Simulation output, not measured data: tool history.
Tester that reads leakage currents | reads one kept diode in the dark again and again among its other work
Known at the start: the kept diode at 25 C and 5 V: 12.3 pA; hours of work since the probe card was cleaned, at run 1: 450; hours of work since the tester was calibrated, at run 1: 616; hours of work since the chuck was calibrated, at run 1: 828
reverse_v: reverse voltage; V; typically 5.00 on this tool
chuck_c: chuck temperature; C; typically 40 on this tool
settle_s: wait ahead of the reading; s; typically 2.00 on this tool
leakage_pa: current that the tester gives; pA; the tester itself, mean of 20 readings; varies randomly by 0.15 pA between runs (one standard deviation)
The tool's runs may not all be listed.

run    hour  reverse_v  chuck_c  settle_s  hours of work since the probe card was cleaned  hours of work since the tester was calibrated  hours of work since the chuck was calibrated  leakage_pa
  1     0.0       5.00       40      2.00                                             450                                            616                                           828       43.81
  2   196.8       5.00       40      2.00                                             568                                            734                                           945       43.40
  3   333.3       5.00       40      2.00                                             649                                            815                                          1027       42.83
      450.3  -- chuck's temperature calibrated
  4   500.1       5.00       40      2.00                                             747                                            913                                            30       41.01
  5   618.2       5.00       40      2.00                                             818                                            984                                           100       40.81
      732.4  -- chuck's temperature calibrated, once more
  6   816.1       5.00       29      2.00                                             935                                           1101                                            50       20.82
  7   968.3       5.00       29      2.00                                            1025                                           1191                                           141       20.68
  8  1075.0       5.00       29      2.00                                            1089                                           1255                                           204       20.80
     1182.2  -- probe card cleaned and baked
  9  1225.5       5.00       29      2.00                                              26                                           1343                                           292       17.98
 10  1362.6       5.00       40      0.70                                             108                                           1425                                           374       47.74
 11  1538.9       5.00       40      2.00                                             213                                           1530                                           479       45.99
 12  1642.5       3.68       40      2.00                                             275                                           1592                                           541       38.18
 13  1819.5       5.00       33      2.00                                             380                                           1697                                           646       25.07
 14  1950.7       5.00       33      2.00                                             458                                           1776                                           725       25.03
 15  2072.3       5.00       33      2.00                                             531                                           1848                                           797       24.96
 16  2270.8       5.00       40      2.05                                             649                                           1966                                           916       44.22
 17  2378.6       5.00       40      2.05                                             713                                           2031                                           980       43.95
 18  2520.4       5.00       40      2.05                                             798                                           2115                                          1064       43.52
     2567.5  -- chuck's temperature calibrated
 19  2710.5       5.00       55      2.00                                             910                                           2227                                            85      162.01
 20  2848.1       5.00       55      2.00                                             992                                           2310                                           167      160.36
 21  2956.4       5.00       55      2.00                                            1057                                           2374                                           232      159.17
 22  3062.8       5.00       32      2.00                                            1120                                           2438                                           295       25.67

What does the tool deliver on the next run?
     3103.8  -- probe card cleaned and baked
 23  3193.7      14.20       40      4.07                                              54                                           2514                                           372           ?

leakage_pa: 81.72 pA
Had the tool carried no hidden state, the very same run would have given leakage_pa 85.68 pA.
